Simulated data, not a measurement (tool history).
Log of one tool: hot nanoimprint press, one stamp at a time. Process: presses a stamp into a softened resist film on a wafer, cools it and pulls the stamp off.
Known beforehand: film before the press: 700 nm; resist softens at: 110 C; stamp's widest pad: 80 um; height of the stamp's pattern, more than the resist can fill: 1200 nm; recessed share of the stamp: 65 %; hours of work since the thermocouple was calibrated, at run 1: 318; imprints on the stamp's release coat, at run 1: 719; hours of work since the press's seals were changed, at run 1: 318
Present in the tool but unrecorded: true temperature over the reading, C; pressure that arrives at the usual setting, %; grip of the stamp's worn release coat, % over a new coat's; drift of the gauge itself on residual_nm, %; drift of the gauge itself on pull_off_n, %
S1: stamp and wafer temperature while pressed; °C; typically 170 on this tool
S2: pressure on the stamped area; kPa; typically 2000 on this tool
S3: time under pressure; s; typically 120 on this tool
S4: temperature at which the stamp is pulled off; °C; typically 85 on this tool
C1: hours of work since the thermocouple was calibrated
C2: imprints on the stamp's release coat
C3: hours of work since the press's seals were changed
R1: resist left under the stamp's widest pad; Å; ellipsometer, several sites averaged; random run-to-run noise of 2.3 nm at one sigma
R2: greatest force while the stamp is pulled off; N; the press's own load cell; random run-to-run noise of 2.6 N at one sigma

run     day   S1    S2   S3  S4   C1   C2   C3    R1   R2
  1       0  170  2000  120  85  318  719  318  3694  127
      2.279  -- plate thermocouple calibrated
      3.346  -- stamp cleaned and given a new release coat
  2   3.346  170  2000  120  85    9    0  350  3726  122
  3   5.308  170  2000  120  85   30  121  371  3693  124
  4   7.221  170  2000  120  85   51  239  392  3732  124
  5  10.088  170  2000  120  85   82  416  423  3730  124
  6  11.508  170  2000  120  85   98  504  439  3702  119
  7  13.658  170  2000  120  85  121  636  462  3717  124
  8  15.158  160  2860   80  71  137  729  478  4947  138
  9  17.783  170  2000   75  86  166  891  507  4312  124
     18.175  -- stamp cleaned and given a new release coat
 10  19.579  170  1390   75  86  183   87  524  4858  120
 11  21.067  170  1840  157  85  199  178  540  3501  125
 12  22.979  173  1240  130  91  220  297  561  3944  116

Hidden condition of the tool, last listed run before each entry between runs versus first listed run after:
From run 1 to run 2: plate thermocouple calibrated (day 2.279); stamp cleaned and given a new release coat (day 3.346)
  true temperature over the reading, C: -0.04 -> 0; pressure that arrives at the usual setting, %: 99.89 -> 99.88; grip of the stamp's worn release coat, % over a new coat's: 0.6 -> 0
From run 9 to run 10: stamp cleaned and given a new release coat (day 18.175)
  pressure that arrives at the usual setting, %: 99.83 -> 99.82; grip of the stamp's worn release coat, % over a new coat's: 0.8 -> 0.1

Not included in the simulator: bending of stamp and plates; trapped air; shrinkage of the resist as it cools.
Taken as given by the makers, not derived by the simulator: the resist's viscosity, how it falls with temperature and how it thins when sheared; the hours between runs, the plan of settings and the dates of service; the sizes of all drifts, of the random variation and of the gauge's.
